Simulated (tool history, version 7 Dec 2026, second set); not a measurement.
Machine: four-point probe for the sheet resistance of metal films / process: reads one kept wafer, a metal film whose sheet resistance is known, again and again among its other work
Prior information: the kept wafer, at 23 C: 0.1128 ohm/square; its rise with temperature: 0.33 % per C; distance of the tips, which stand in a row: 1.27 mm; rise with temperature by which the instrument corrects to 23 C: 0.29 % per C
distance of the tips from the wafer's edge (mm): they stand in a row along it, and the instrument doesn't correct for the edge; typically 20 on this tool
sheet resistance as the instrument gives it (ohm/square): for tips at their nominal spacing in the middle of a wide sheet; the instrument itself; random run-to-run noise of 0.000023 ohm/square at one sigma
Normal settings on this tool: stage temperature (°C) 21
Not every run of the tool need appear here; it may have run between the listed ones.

run,day,stage temperature (°C),distance of the tips from the wafer's edge (mm),sheet resistance as the instrument gives it (ohm/square)
1,0,21,20,0.112506
2,0.458,22,20,0.112512
3,0.808,22,20,0.1125
4,1.362,21,20,0.112443
5,1.929,21,16,0.112646
6,2.604,18,16,0.112484
7,3.083,21,20,0.112493
8,3.45,22,20,0.11253
9,4.117,25,20,0.112644
10,4.458,25,20,0.112656
11,5.021,18,20,0.112414
12,5.483,18,20,0.112328
13,6.142,18,20,0.112356
14,6.55,21,20,0.112521
15,7.142,21,28,0.112347
16,7.8,21,28,0.112417
17,8.462,21,28,0.112389
18,9.158,21,9,0.113413
19,9.529,21,20,0.112506
20,9.988,21,20,0.112463
21,10.321,21,20,0.112489
22,10.875,21,20,0.112513
23,11.521,21,29,0.112369
24,11.875,34,20,0.113031
25,12.167,34,20,0.113046
26,12.808,23,46,0.112416
# day 12.879: stage's thermometer calibrated
27,13.133,20,21,0.112398
28,13.479,20,21,0.112377
29,13.883,20,21,0.112428
# day 13.954: stage's thermometer calibrated, once more
30,14.488,25,68,0.112503
31,15.029,34,4,0.118644
32,15.629,34,4,0.118682
33,16.046,21,45,0.112403
34,16.675,20,8,0.113828
35,17.1,20,8,0.113802
36,17.542,21,7,0.114291
37,18.15,25,6,0.115162
38,18.575,25,6,0.11515
39,18.879,19,52,0.112283
40,19.462,19,52,0.112299
41,19.95,32,20,0.113041
42,20.292,18,18,0.112525
43,20.712,33,72,0.112879
44,21.2,24,20,0.112738
45,21.658,25,40,0.112617

Consider 4 possible next runs. They are alternatives, not a sequence: every one starts from the tool as it was left by run 45. What does each give?
A,22.108,31,35,?
B,22.108,33,5,?
C,22.108,19,20,?
D,22.108,25,40,?

run,sheet resistance as the instrument gives it (ohm/square)
A,0.112856
B,0.116648
C,0.112513
D,0.112612
Take away the tool's hidden state, keep each run's random variation, and the runs would have read:
run,sheet resistance as the instrument gives it (ohm/square)
A,0.113216
B,0.11702
C,0.112872
D,0.112972
